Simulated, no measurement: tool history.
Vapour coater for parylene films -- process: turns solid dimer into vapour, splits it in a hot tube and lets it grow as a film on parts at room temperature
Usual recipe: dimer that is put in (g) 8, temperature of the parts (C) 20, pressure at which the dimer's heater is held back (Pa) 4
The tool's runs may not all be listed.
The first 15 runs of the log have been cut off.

| run | hour | dimer that is put in (g) | temperature of the parts (C) | pressure at which the dimer's heater is held back (Pa) | thickness of the film (nm) |
|---|---|---|---|---|---|
| 16 | 161.6 | 8 | 20 | 4 | 4110 |
| 17 | 176.3 | 8 | 20 | 4 | 3980 |
|  | 194.1 | trap's valve overhauled |
| 18 | 196 | 8 | 20 | 4 | 4670 |
|  | 198.1 | table's thermometer calibrated |
| 19 | 207.4 | 8 | 15 | 4 | 5220 |
| 20 | 215.1 | 8 | 15 | 4 | 5150 |
| 21 | 229.6 | 8 | 30 | 4 | 3480 |
| 22 | 245.5 | 8 | 30 | 4 | 3410 |
| 23 | 255.8 | 8 | 20 | 4 | 4540 |

Run 24 has not been measured yet. What should we expect?
| 24 | 266.5 | 7 | 20 | 7.86 | ? |

Run 24 gave thickness of the film (nm) 3570.
With no hidden state in the tool, this same run would have given thickness of the film (nm) 3690.

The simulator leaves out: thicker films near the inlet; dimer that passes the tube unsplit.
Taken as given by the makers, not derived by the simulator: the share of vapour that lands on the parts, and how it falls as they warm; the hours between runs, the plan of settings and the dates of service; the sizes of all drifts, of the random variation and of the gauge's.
